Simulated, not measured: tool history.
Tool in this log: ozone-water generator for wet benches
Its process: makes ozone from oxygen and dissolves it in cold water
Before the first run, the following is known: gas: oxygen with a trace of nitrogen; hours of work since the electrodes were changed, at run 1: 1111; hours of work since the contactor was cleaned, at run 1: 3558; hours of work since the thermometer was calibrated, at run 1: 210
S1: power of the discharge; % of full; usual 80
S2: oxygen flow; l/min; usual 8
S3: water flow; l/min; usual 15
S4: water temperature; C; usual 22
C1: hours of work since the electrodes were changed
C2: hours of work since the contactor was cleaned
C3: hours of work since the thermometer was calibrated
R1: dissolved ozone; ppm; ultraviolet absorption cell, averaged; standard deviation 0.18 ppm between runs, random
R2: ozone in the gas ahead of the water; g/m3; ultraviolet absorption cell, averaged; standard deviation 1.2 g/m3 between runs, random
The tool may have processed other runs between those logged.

Run 1, day 0: usual settings; C1 1111; C2 3558; C3 210. Result: R1 24.7 ppm, R2 217.5 g/m3.
Run 2, day 1.333: usual settings but S1 81 % of full; C1 1141; C2 3588; C3 240. Result: R1 25 ppm, R2 218.8 g/m3.
Run 3, day 2.421: usual settings but S1 81 % of full; C1 1166; C2 3612; C3 265. Result: R1 24.5 ppm, R2 221.5 g/m3.
Run 4, day 3.717: usual settings but S1 81 % of full; C1 1195; C2 3641; C3 294. Result: R1 24.9 ppm, R2 220.1 g/m3.
Run 5, day 4.671: usual settings but S1 81 % of full; C1 1216; C2 3663; C3 315. Result: R1 24.9 ppm, R2 219.6 g/m3.
Run 6, day 6.1: usual settings but S2 8.52 l/min; C1 1248; C2 3695; C3 347. Result: R1 24.2 ppm, R2 209.4 g/m3.
Run 7, day 7.842: usual settings but S2 8.52 l/min; C1 1287; C2 3734; C3 386. Result: R1 24 ppm, R2 208.6 g/m3.
Run 8, day 9.221: usual settings but S2 6.61 l/min, S4 20 C; C1 1318; C2 3765; C3 417. Result: R1 26.8 ppm, R2 246.4 g/m3.
Run 9, day 11.05: usual settings but S1 49 % of full, S2 8.87 l/min, S3 21 l/min, S4 17 C; C1 1359; C2 3806; C3 458. Result: R1 14.4 ppm, R2 141.5 g/m3.
Run 10, day 12.708: usual settings but S1 49 % of full, S2 9.11 l/min, S3 12 l/min, S4 17 C; C1 1396; C2 3843; C3 495. Result: R1 21.2 ppm, R2 139.8 g/m3.
Run 11, day 14.946: usual settings but S1 49 % of full, S2 9.11 l/min, S3 12 l/min, S4 17 C; C1 1447; C2 3894; C3 546. Result: R1 21 ppm, R2 138.6 g/m3.
Run 12, day 16.329: usual settings but S1 49 % of full, S2 9.11 l/min, S3 12 l/min, S4 17 C; C1 1478; C2 3925; C3 577. Result: R1 21 ppm, R2 139.4 g/m3.

Below are 4 alternative next runs, each starting from the tool's condition after run 12. Predict each:
Run A, day 17.712: usual settings but S3 11 l/min; C1 1509; C2 3956; C3 608. Result: R1 ?, R2 ?.
Run B, day 17.712: usual settings but S3 18 l/min; C1 1509; C2 3956; C3 608. Result: R1 ?, R2 ?.
Run C, day 17.712: usual settings but S1 64 % of full, S2 6.94 l/min, S3 12 l/min, S4 17 C; C1 1509; C2 3956; C3 608. Result: R1 ?, R2 ?.
Run D, day 17.712: usual settings but S1 70 % of full; C1 1509; C2 3956; C3 608. Result: R1 ?, R2 ?.

run    R1     R2
  A  29.6  217.5
  B  21.6  219.1
  C  27.6    201
  D  22.2  197.8
Take away the tool's hidden state, keep each run's random variation, and the runs would have read:
run    R1     R2
  A  29.6  217.6
  B  21.6  219.2
  C  27.7  201.2
  D  22.2  197.9
